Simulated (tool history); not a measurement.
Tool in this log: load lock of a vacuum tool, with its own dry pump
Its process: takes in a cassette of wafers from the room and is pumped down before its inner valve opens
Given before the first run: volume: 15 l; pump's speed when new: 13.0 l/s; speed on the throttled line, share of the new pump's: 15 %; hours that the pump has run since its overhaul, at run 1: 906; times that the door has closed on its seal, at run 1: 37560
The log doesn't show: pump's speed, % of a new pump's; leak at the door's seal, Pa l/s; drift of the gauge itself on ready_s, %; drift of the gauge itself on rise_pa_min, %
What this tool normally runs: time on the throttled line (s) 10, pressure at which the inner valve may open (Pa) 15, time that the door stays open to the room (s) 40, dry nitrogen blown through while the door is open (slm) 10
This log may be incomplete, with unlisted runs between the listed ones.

run	hour	time on the throttled line (s)	pressure at which the inner valve may open (Pa)	time that the door stays open to the room (s)	dry nitrogen blown through while the door is open (slm)	hours that the pump has run since its overhaul	times that the door has closed on its seal	incoming humidity of the room's air, %	time from the closed door until the inner valve may open (s)	rise of the pressure with all valves shut (Pa/min)
1	0.0	10	15	40	10	906	37560	47.9	18.77	0.321
2	135.7	10	15	40	10	1042	38218	46.2	18.72	0.323
3	402.0	10	15	77	10	1308	39510	46.6	18.76	0.359
4	662.6	10	15	40	30	1569	40775	43.1	18.82	0.326
5	864.2	10	15	40	30	1770	41753	47.0	18.72	0.342
6	1079.3	10	15	40	30	1986	42796	51.6	18.75	0.372
7	1299.4	8	15	40	10	2206	43864	46.8	17.41	0.396
8	1431.6	8	11	40	10	2338	44506	45.4	17.77	0.405
9	1694.0	10	20	40	10	2600	45779	44.4	18.65	0.423
10	1858.0	10	20	40	10	2764	46574	42.7	18.70	0.434
11	2055.7	10	15	47	10	2962	47533	40.7	19.00	0.442
12	2216.2	12	15	47	10	3122	48312	48.6	20.67	0.466
13	2464.5	12	15	47	10	3371	49517	44.7	20.55	0.477
14	2641.1	12	15	47	10	3547	50374	48.4	20.66	0.499
15	2932.9	6	15	47	10	3839	51790	46.2	15.70	0.518
16	3099.7	10	15	53	10	4006	52599	40.6	19.22	0.527
17	3224.2	10	15	53	10	4130	53203	43.2	19.13	0.532
18	3473.5	10	15	53	10	4380	54412	46.3	19.32	0.562
19	3719.4	10	15	53	10	4626	55606	41.6	18.93	0.573
20	3870.9	10	15	239	10	4777	56341	42.8	19.24	0.658
# hour 4169.2: door's seal changed, seat wiped
21	4169.2	19	19	40	10	5074	0	47.5	26.76	0.062
22	4415.4	10	15	40	24	5320	1194	45.9	19.24	0.050
23	4583.8	10	15	40	24	5488	2011	41.8	19.21	0.048
24	4852.3	10	15	40	24	5757	3314	45.7	19.34	0.060
25	4978.7	9	15	40	16	5883	3927	44.4	18.33	0.069
26	5119.1	9	15	40	11	6024	4608	41.7	18.59	0.074
27	5303.9	10	11	40	28	6209	5505	43.3	19.70	0.063
28	5572.8	5	20	40	28	6478	6809	45.4	14.64	0.073
29	5757.9	5	20	40	28	6663	7707	48.3	14.80	0.078
30	5956.4	16	15	183	10	6861	8671	43.3	24.33	0.146
31	6154.4	9	11	40	10	7059	9631	45.6	18.87	0.105

Below are 5 alternative next runs, each starting from the tool's condition after run 31. Predict each:
A	6319.1	10	15	95	15	7224	10430	46.6	?	?
B	6319.1	9	27	40	10	7224	10430	45.1	?	?
C	6319.1	9	11	130	12	7224	10430	44.8	?	?
D	6319.1	10	14	40	14	7224	10430	46.3	?	?
E	6319.1	9	11	40	31	7224	10430	46.6	?	?

run	time from the closed door until the inner valve may open (s)	rise of the pressure with all valves shut (Pa/min)
A	19.77	0.124
B	17.87	0.110
C	18.93	0.142
D	19.60	0.104
E	19.26	0.077
The same runs, with their run-to-run variation unchanged, on a tool lacking any hidden condition would have given:
run	time from the closed door until the inner valve may open (s)	rise of the pressure with all valves shut (Pa/min)
A	19.03	0.078
B	17.21	0.063
C	18.18	0.095
D	18.88	0.058
E	18.51	0.031

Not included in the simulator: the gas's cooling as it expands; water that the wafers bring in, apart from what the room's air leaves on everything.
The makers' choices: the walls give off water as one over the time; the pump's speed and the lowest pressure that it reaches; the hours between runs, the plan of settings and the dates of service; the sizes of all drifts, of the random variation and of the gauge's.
